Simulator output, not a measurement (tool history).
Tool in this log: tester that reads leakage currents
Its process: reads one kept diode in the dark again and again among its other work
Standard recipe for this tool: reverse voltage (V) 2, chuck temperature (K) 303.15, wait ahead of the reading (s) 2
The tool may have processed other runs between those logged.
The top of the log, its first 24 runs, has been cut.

| run | day | reverse voltage (V) | chuck temperature (K) | wait ahead of the reading (s) | hours of work since the probe card was cleaned | hours of work since the tester was calibrated | hours of work since the chuck was calibrated | current that the tester gives (pA) |
|---|---|---|---|---|---|---|---|---|
| 25 | 145.408 | 2 | 326.15 | 2.72 | 211 | 1592 | 680 | 800.1 |
| 26 | 154.158 | 13.6 | 294.15 | 0.68 | 376 | 1757 | 845 | 222.98 |
| 27 | 158.425 | 14.15 | 294.15 | 0.36 | 457 | 1838 | 925 | 235.01 |
| 28 | 163.871 | 1.01 | 303.15 | 3.94 | 560 | 1941 | 1028 | 120.9 |
| 29 | 172.083 | 4.01 | 303.15 | 2.3 | 715 | 2096 | 1184 | 238.47 |
| 30 | 177.2 | 4.01 | 328.15 | 0.7 | 812 | 2193 | 1280 | 1298.34 |
| 31 | 185.738 | 6.88 | 318.15 | 0.32 | 973 | 2354 | 1442 | 899.94 |
| 32 | 193.233 | 6.88 | 318.15 | 0.32 | 1115 | 2496 | 1583 | 908.61 |

Predict each of these 5 candidate next runs independently; none follows another, all start after run 32:
| A | 201.546 | 2 | 309.15 | 2 | 1272 | 2653 | 1740 | ? |
| B | 201.546 | 8.19 | 321.15 | 6.66 | 1272 | 2653 | 1740 | ? |
| C | 201.546 | 6.88 | 318.15 | 4.71 | 1272 | 2653 | 1740 | ? |
| D | 201.546 | 2.05 | 296.15 | 0.32 | 1272 | 2653 | 1740 | ? |
| E | 201.546 | 6.82 | 303.15 | 5.79 | 1272 | 2653 | 1740 | ? |

| run | current that the tester gives (pA) |
|---|---|
| A | 267.11 |
| B | 1199.37 |
| C | 901.71 |
| D | 107.08 |
| E | 318.34 |
Take away the tool's hidden state, keep each run's random variation, and the runs would have read:
| run | current that the tester gives (pA) |
|---|---|
| A | 249.86 |
| B | 1128.94 |
| C | 847.05 |
| D | 98.67 |
| E | 293.46 |
